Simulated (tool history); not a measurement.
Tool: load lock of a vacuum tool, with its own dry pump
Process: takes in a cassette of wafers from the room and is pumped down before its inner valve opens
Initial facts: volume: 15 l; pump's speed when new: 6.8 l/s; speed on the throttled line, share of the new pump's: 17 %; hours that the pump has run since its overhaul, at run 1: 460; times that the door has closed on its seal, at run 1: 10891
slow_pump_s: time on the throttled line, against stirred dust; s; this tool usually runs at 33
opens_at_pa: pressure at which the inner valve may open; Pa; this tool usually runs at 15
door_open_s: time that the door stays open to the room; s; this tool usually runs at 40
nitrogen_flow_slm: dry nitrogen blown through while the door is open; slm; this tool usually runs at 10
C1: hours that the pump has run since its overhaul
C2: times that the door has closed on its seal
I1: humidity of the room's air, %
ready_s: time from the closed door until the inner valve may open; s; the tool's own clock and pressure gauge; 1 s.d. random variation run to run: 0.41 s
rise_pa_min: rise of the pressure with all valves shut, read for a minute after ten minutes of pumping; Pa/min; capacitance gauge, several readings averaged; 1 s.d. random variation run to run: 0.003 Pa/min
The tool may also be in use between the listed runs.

{"run": 1, "hour": 0.0, "slow_pump_s": 33, "opens_at_pa": 15, "door_open_s": 40, "nitrogen_flow_slm": 10, "C1": 460, "C2": 10891, "I1": 43.6, "ready_s": 47.1, "rise_pa_min": 0.112}
{"run": 2, "hour": 48.4, "slow_pump_s": 33, "opens_at_pa": 15, "door_open_s": 40, "nitrogen_flow_slm": 10, "C1": 508, "C2": 11069, "I1": 42, "ready_s": 47.4, "rise_pa_min": 0.113}
{"run": 3, "hour": 101.1, "slow_pump_s": 33, "opens_at_pa": 15, "door_open_s": 40, "nitrogen_flow_slm": 10, "C1": 561, "C2": 11263, "I1": 47.8, "ready_s": 46.3, "rise_pa_min": 0.113}
{"run": 4, "hour": 181.7, "slow_pump_s": 33, "opens_at_pa": 15, "door_open_s": 40, "nitrogen_flow_slm": 10, "C1": 642, "C2": 11560, "I1": 43.2, "ready_s": 46.7, "rise_pa_min": 0.114}
{"run": 5, "hour": 279.9, "slow_pump_s": 33, "opens_at_pa": 15, "door_open_s": 40, "nitrogen_flow_slm": 10, "C1": 740, "C2": 11921, "I1": 43.8, "ready_s": 47.1, "rise_pa_min": 0.118}
{"run": 6, "hour": 339.3, "slow_pump_s": 33, "opens_at_pa": 15, "door_open_s": 40, "nitrogen_flow_slm": 10, "C1": 799, "C2": 12140, "I1": 44.3, "ready_s": 46.6, "rise_pa_min": 0.124}
{"run": 7, "hour": 410.2, "slow_pump_s": 33, "opens_at_pa": 15, "door_open_s": 40, "nitrogen_flow_slm": 10, "C1": 870, "C2": 12401, "I1": 43.8, "ready_s": 47.1, "rise_pa_min": 0.126}
{"run": 8, "hour": 451.7, "slow_pump_s": 33, "opens_at_pa": 15, "door_open_s": 40, "nitrogen_flow_slm": 10, "C1": 911, "C2": 12553, "I1": 45.8, "ready_s": 47.1, "rise_pa_min": 0.13}
{"run": 9, "hour": 498.2, "slow_pump_s": 33, "opens_at_pa": 15, "door_open_s": 179, "nitrogen_flow_slm": 10, "C1": 958, "C2": 12725, "I1": 43.8, "ready_s": 47.3, "rise_pa_min": 0.162}
{"run": 10, "hour": 544.4, "slow_pump_s": 35, "opens_at_pa": 15, "door_open_s": 179, "nitrogen_flow_slm": 10, "C1": 1004, "C2": 12895, "I1": 44.8, "ready_s": 48.3, "rise_pa_min": 0.169}
{"run": 11, "hour": 620.9, "slow_pump_s": 33, "opens_at_pa": 15, "door_open_s": 40, "nitrogen_flow_slm": 10, "C1": 1081, "C2": 13177, "I1": 45.9, "ready_s": 46.7, "rise_pa_min": 0.135}
{"run": 12, "hour": 697.5, "slow_pump_s": 33, "opens_at_pa": 15, "door_open_s": 45, "nitrogen_flow_slm": 10, "C1": 1157, "C2": 13458, "I1": 44.2, "ready_s": 46.8, "rise_pa_min": 0.144}
{"run": 13, "hour": 769.8, "slow_pump_s": 33, "opens_at_pa": 15, "door_open_s": 40, "nitrogen_flow_slm": 10, "C1": 1230, "C2": 13725, "I1": 47.5, "ready_s": 46.2, "rise_pa_min": 0.143}
{"run": 14, "hour": 827.4, "slow_pump_s": 33, "opens_at_pa": 25, "door_open_s": 40, "nitrogen_flow_slm": 10, "C1": 1287, "C2": 13937, "I1": 46.4, "ready_s": 45.1, "rise_pa_min": 0.142}
{"run": 15, "hour": 920.5, "slow_pump_s": 46, "opens_at_pa": 15, "door_open_s": 40, "nitrogen_flow_slm": 10, "C1": 1380, "C2": 14280, "I1": 46, "ready_s": 57.8, "rise_pa_min": 0.145}
{"run": 16, "hour": 975.4, "slow_pump_s": 55, "opens_at_pa": 15, "door_open_s": 40, "nitrogen_flow_slm": 10, "C1": 1435, "C2": 14482, "I1": 46.8, "ready_s": 64.8, "rise_pa_min": 0.15}
{"run": 17, "hour": 1016.9, "slow_pump_s": 55, "opens_at_pa": 18, "door_open_s": 131, "nitrogen_flow_slm": 10, "C1": 1477, "C2": 14635, "I1": 43, "ready_s": 65.1, "rise_pa_min": 0.169}
{"run": 18, "hour": 1059.2, "slow_pump_s": 55, "opens_at_pa": 18, "door_open_s": 131, "nitrogen_flow_slm": 10, "C1": 1519, "C2": 14790, "I1": 43.2, "ready_s": 64.9, "rise_pa_min": 0.178}
{"run": 19, "hour": 1099.8, "slow_pump_s": 55, "opens_at_pa": 18, "door_open_s": 131, "nitrogen_flow_slm": 10, "C1": 1560, "C2": 14940, "I1": 43.6, "ready_s": 65.3, "rise_pa_min": 0.176}
{"run": 20, "hour": 1194.5, "slow_pump_s": 57, "opens_at_pa": 21, "door_open_s": 85, "nitrogen_flow_slm": 32, "C1": 1654, "C2": 15288, "I1": 42.6, "ready_s": 65.6, "rise_pa_min": 0.148}
{"run": 21, "hour": 1267.2, "slow_pump_s": 57, "opens_at_pa": 21, "door_open_s": 85, "nitrogen_flow_slm": 32, "C1": 1727, "C2": 15556, "I1": 47.7, "ready_s": 66.1, "rise_pa_min": 0.16}
{"run": 22, "hour": 1360.3, "slow_pump_s": 32, "opens_at_pa": 26, "door_open_s": 85, "nitrogen_flow_slm": 7, "C1": 1820, "C2": 15899, "I1": 50.1, "ready_s": 44.3, "rise_pa_min": 0.198}
{"run": 23, "hour": 1437.7, "slow_pump_s": 33, "opens_at_pa": 12, "door_open_s": 40, "nitrogen_flow_slm": 27, "C1": 1897, "C2": 16184, "I1": 42.5, "ready_s": 47.5, "rise_pa_min": 0.153}
{"run": 24, "hour": 1510.1, "slow_pump_s": 33, "opens_at_pa": 19, "door_open_s": 168, "nitrogen_flow_slm": 10, "C1": 1970, "C2": 16450, "I1": 44.8, "ready_s": 46.3, "rise_pa_min": 0.207}
{"run": 25, "hour": 1583.5, "slow_pump_s": 33, "opens_at_pa": 19, "door_open_s": 168, "nitrogen_flow_slm": 10, "C1": 2043, "C2": 16721, "I1": 45.9, "ready_s": 46.1, "rise_pa_min": 0.212}
{"run": 26, "hour": 1634.4, "slow_pump_s": 33, "opens_at_pa": 24, "door_open_s": 168, "nitrogen_flow_slm": 10, "C1": 2094, "C2": 16908, "I1": 46.6, "ready_s": 45.7, "rise_pa_min": 0.209}
{"run": 27, "hour": 1728.2, "slow_pump_s": 33, "opens_at_pa": 25, "door_open_s": 168, "nitrogen_flow_slm": 7, "C1": 2188, "C2": 17253, "I1": 44.4, "ready_s": 46.2, "rise_pa_min": 0.223}
{"run": 28, "hour": 1795.1, "slow_pump_s": 33, "opens_at_pa": 19, "door_open_s": 35, "nitrogen_flow_slm": 10, "C1": 2255, "C2": 17500, "I1": 45.3, "ready_s": 46.7, "rise_pa_min": 0.188}

Each row is a separate what-if for the run after 28, all from the same tool condition, not one after another. Results?
{"run": "A", "hour": 1838.2, "slow_pump_s": 61, "opens_at_pa": 10, "door_open_s": 40, "nitrogen_flow_slm": 22, "C1": 2298, "C2": 17658, "I1": 45.5, "ready_s": "?", "rise_pa_min": "?"}
{"run": "B", "hour": 1838.2, "slow_pump_s": 51, "opens_at_pa": 15, "door_open_s": 29, "nitrogen_flow_slm": 5, "C1": 2298, "C2": 17658, "I1": 44.6, "ready_s": "?", "rise_pa_min": "?"}
{"run": "C", "hour": 1838.2, "slow_pump_s": 33, "opens_at_pa": 19, "door_open_s": 27, "nitrogen_flow_slm": 9, "C1": 2298, "C2": 17658, "I1": 43.6, "ready_s": "?", "rise_pa_min": "?"}

run=A ready_s=71 rise_pa_min=0.18
run=B ready_s=61.4 rise_pa_min=0.19
run=C ready_s=46.5 rise_pa_min=0.186
With no hidden state in the tool, these same runs would have given:
run=A ready_s=70.9 rise_pa_min=0.03
run=B ready_s=61.3 rise_pa_min=0.045
run=C ready_s=46.4 rise_pa_min=0.039
